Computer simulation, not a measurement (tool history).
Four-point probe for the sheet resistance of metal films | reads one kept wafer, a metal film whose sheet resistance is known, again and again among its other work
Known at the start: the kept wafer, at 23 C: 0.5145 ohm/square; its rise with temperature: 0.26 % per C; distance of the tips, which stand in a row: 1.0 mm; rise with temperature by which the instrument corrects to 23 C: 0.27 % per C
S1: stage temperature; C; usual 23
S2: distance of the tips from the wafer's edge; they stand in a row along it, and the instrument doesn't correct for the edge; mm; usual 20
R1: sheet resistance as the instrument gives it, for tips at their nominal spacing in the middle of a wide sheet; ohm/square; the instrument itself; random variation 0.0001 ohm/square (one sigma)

run	hour	S1	S2	R1
1	0	23	20	0.511935
2	20.1	23	20	0.511717
3	39.9	23	43	0.511135
4	52.5	23	43	0.51117
5	63.1	23	43	0.510995
6	78.9	23	7	0.516432
7	99.2	23	20	0.511535
8	113	23	20	0.511458
9	136.8	23	20	0.511634
10	148.7	27	20	0.511261
11	162.4	23	20	0.511322
# hour 165: stage's thermometer calibrated
12	173.5	23	20	0.511526
13	189.2	23	20	0.511472
14	205.7	28	33	0.510569
15	229.9	28	33	0.510572
16	243.5	19	37	0.511051
17	254.2	34	19	0.510707
# hour 259.9: stage's thermometer calibrated, once more
18	271.5	34	19	0.510744
19	281.8	28	53	0.510286
20	297.6	18	9	0.514424
21	308.9	27	50	0.510261
22	326	24	15	0.511642
23	336.4	35	4	0.526301
24	361.1	22	37	0.51049
25	382.7	29	3	0.538692

Forecast each of these 4 alternatives for the next run:
A	404.5	29	44	?
B	404.5	23	19	?
C	404.5	29	71	?
D	404.5	20	3	?

run	R1
A	0.51011
B	0.51111
C	0.510028
D	0.539279
Without the tool's hidden state the same runs would have given:
run	R1
A	0.514219
B	0.515227
C	0.514136
D	0.543605
